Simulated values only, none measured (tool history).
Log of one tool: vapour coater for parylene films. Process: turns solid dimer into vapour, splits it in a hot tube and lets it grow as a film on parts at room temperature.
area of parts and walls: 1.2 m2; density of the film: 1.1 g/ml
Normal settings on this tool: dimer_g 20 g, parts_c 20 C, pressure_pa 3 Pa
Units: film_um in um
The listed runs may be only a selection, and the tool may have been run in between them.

Run 1, hour 0: usual settings. Result: film_um 11.54 um.
Run 2, hour 69.5: usual settings. Result: film_um 11.54 um.
Run 3, hour 118.7: usual settings. Result: film_um 11.44 um.
Run 4, hour 164.8: usual settings but pressure_pa 2.88 Pa. Result: film_um 11.47 um.
At hour 197.1: trap's valve overhauled.
Run 5, hour 207.9: usual settings but pressure_pa 2.88 Pa. Result: film_um 12.26 um.
Run 6, hour 265.8: usual settings but pressure_pa 2.88 Pa. Result: film_um 12.22 um.
Run 7, hour 343.6: usual settings but dimer_g 19 g, pressure_pa 2.88 Pa. Result: film_um 11.44 um.
Run 8, hour 407.5: usual settings but dimer_g 19 g, pressure_pa 2.88 Pa. Result: film_um 11.35 um.
At hour 462.8: table's thermometer calibrated.
Run 9, hour 480.2: usual settings but dimer_g 19 g, pressure_pa 2.88 Pa. Result: film_um 10.94 um.
Run 10, hour 558.4: usual settings but dimer_g 19 g, pressure_pa 2.88 Pa. Result: film_um 10.79 um.
Run 11, hour 595: usual settings. Result: film_um 11.26 um.
Run 12, hour 649.6: usual settings but pressure_pa 5.37 Pa. Result: film_um 10.17 um.
At hour 716.8: trap's valve overhauled.
Run 13, hour 718.9: usual settings but pressure_pa 5.37 Pa. Result: film_um 10.78 um.
Run 14, hour 799.2: usual settings but pressure_pa 5.37 Pa. Result: film_um 10.68 um.
Run 15, hour 876.3: usual settings but pressure_pa 5.37 Pa. Result: film_um 10.72 um.
Run 16, hour 958.5: usual settings but pressure_pa 5.37 Pa. Result: film_um 10.5 um.
Run 17, hour 1039.9: usual settings but pressure_pa 5.37 Pa. Result: film_um 10.43 um.
Run 18, hour 1108: usual settings but parts_c 18 C. Result: film_um 12.03 um.
Run 19, hour 1149.9: usual settings but parts_c 18 C. Result: film_um 11.97 um.
Run 20, hour 1222.5: usual settings but dimer_g 19 g. Result: film_um 10.75 um.
At hour 1238.7: trap's valve overhauled.
Run 21, hour 1280.1: usual settings but pressure_pa 11.51 Pa. Result: film_um 9.61 um.
Run 22, hour 1344.1: usual settings but pressure_pa 11.51 Pa. Result: film_um 9.61 um.
Run 23, hour 1417.6: usual settings but parts_c 13 C. Result: film_um 14.38 um.
Run 24, hour 1482.3: usual settings but parts_c 13 C. Result: film_um 14.21 um.
Run 25, hour 1557.7: usual settings but dimer_g 13 g. Result: film_um 7.59 um.
Run 26, hour 1639.9: usual settings but dimer_g 13 g. Result: film_um 7.55 um.
At hour 1684.8: table's thermometer calibrated.
Run 27, hour 1691.2: usual settings but parts_c 30 C, pressure_pa 2.97 Pa. Result: film_um 8.51 um.
Run 28, hour 1739.4: usual settings but parts_c 30 C, pressure_pa 2.97 Pa. Result: film_um 8.54 um.
At hour 1758.6: trap's valve overhauled.
Run 29, hour 1798.7: usual settings but parts_c 30 C, pressure_pa 2.97 Pa. Result: film_um 9.1 um.
Run 30, hour 1881.7: usual settings but dimer_g 13 g, pressure_pa 3.94 Pa. Result: film_um 7.32 um.
Run 31, hour 1946.7: usual settings but dimer_g 25 g, parts_c 19 C. Result: film_um 14.89 um.
Run 32, hour 1992.4: usual settings but pressure_pa 10.08 Pa. Result: film_um 9.53 um.
Run 33, hour 2028: usual settings but pressure_pa 10.08 Pa. Result: film_um 9.47 um.
Run 34, hour 2068.8: usual settings but dimer_g 9 g, parts_c 16 C, pressure_pa 3.05 Pa. Result: film_um 5.75 um.
Run 35, hour 2139.1: usual settings but dimer_g 24 g, parts_c 14 C, pressure_pa 8.25 Pa. Result: film_um 13.64 um.
Run 36, hour 2179.6: usual settings but dimer_g 15 g, parts_c 24 C, pressure_pa 3.89 Pa. Result: film_um 7.35 um.
Run 37, hour 2220.3: usual settings but dimer_g 9 g, parts_c 26 C. Result: film_um 4.35 um.
At hour 2279.5: trap's valve overhauled.
Run 38, hour 2305: usual settings but dimer_g 9 g, parts_c 26 C. Result: film_um 4.63 um.
Run 39, hour 2355.5: usual settings but dimer_g 11 g, parts_c 19 C, pressure_pa 7.17 Pa. Result: film_um 5.89 um.
Run 40, hour 2413.6: usual settings but dimer_g 9 g, parts_c 31 C, pressure_pa 4.66 Pa. Result: film_um 3.71 um.
Run 41, hour 2485.3: usual settings but dimer_g 8 g, parts_c 25 C, pressure_pa 3.3 Pa. Result: film_um 4.05 um.
Run 42, hour 2532.4: usual settings but dimer_g 14 g, parts_c 25 C, pressure_pa 11.55 Pa. Result: film_um 5.78 um.
Run 43, hour 2579.6: usual settings but dimer_g 31 g, parts_c 28 C. Result: film_um 14.62 um.
Run 44, hour 2624.7: usual settings but dimer_g 35 g, parts_c 13 C, pressure_pa 10.73 Pa. Result: film_um 19.97 um.
Run 45, hour 2699.6: usual settings but dimer_g 35 g, parts_c 13 C, pressure_pa 2.21 Pa. Result: film_um 24.47 um.
Run 46, hour 2734.9: usual settings but dimer_g 11 g. Result: film_um 6.31 um.
At hour 2800.8: trap's valve overhauled.
Run 47, hour 2812.6: usual settings but dimer_g 12 g, parts_c 15 C, pressure_pa 7.88 Pa. Result: film_um 7.13 um.

3 ways to go on from here, each from the tool as it stands after run 47. What would each give?
Run A, hour 2897: usual settings but dimer_g 32 g, parts_c 30 C, pressure_pa 7.65 Pa. Result: film_um ?.
Run B, hour 2897: usual settings but dimer_g 27 g, parts_c 22 C, pressure_pa 2.34 Pa. Result: film_um ?.
Run C, hour 2897: usual settings but dimer_g 29 g, parts_c 15 C, pressure_pa 4.54 Pa. Result: film_um ?.

run  film_um
  A    12.72
  B    16.15
  C    18.82
Without the tool's unlogged condition, the same runs would have read:
run  film_um
  A    12.43
  B    15.79
  C     18.4
